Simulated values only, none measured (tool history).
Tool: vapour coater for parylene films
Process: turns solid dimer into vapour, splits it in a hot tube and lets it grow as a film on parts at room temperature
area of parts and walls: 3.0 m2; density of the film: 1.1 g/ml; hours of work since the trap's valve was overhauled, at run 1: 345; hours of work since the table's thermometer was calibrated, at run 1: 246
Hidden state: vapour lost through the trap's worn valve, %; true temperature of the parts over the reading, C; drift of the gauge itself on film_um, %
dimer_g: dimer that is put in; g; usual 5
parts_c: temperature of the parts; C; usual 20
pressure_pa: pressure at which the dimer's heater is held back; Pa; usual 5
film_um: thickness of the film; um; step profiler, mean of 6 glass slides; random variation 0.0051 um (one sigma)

| run | hour | dimer_g | parts_c | pressure_pa | hours of work since the trap's valve was overhauled | hours of work since the table's thermometer was calibrated | film_um |
|---|---|---|---|---|---|---|---|
| 1 | 0 | 5 | 20 | 5 | 345 | 246 | 0.886 |
| 2 | 25.4 | 5 | 20 | 5 | 356 | 257 | 0.876 |
| 3 | 55.8 | 5 | 30 | 5 | 370 | 270 | 0.53 |
| 4 | 70.6 | 5 | 30 | 5 | 376 | 277 | 0.535 |
| 5 | 100.8 | 8 | 20 | 5 | 389 | 290 | 1.392 |
| 6 | 118.7 | 8 | 20 | 5 | 397 | 298 | 1.38 |
| 7 | 134.6 | 8 | 20 | 5 | 404 | 305 | 1.378 |
| 8 | 153.4 | 8 | 20 | 5 | 412 | 313 | 1.38 |
| 9 | 176.5 | 8 | 20 | 5 | 422 | 323 | 1.377 |
| 10 | 202.9 | 5 | 25 | 3.3 | 434 | 335 | 0.713 |
| 11 | 234.6 | 5 | 25 | 3.3 | 448 | 349 | 0.695 |
| 12 | 268.4 | 5 | 22 | 3.14 | 463 | 364 | 0.818 |
| 13 | 293.4 | 5 | 22 | 3.14 | 474 | 374 | 0.811 |
| 14 | 311.9 | 6 | 20 | 3.93 | 482 | 383 | 1.048 |

Some steps in film_um between neighbouring runs. How much of each would the tool show without its hidden state too (settings, what came in, random variation), and how much is left for the hidden state, with any gauge scatter that isn't in both results?
Run 4 -> 5: dimer_g 5 -> 8, parts_c 30 -> 20. film_um +0.857 um: hidden state -0.079, all else +0.936.
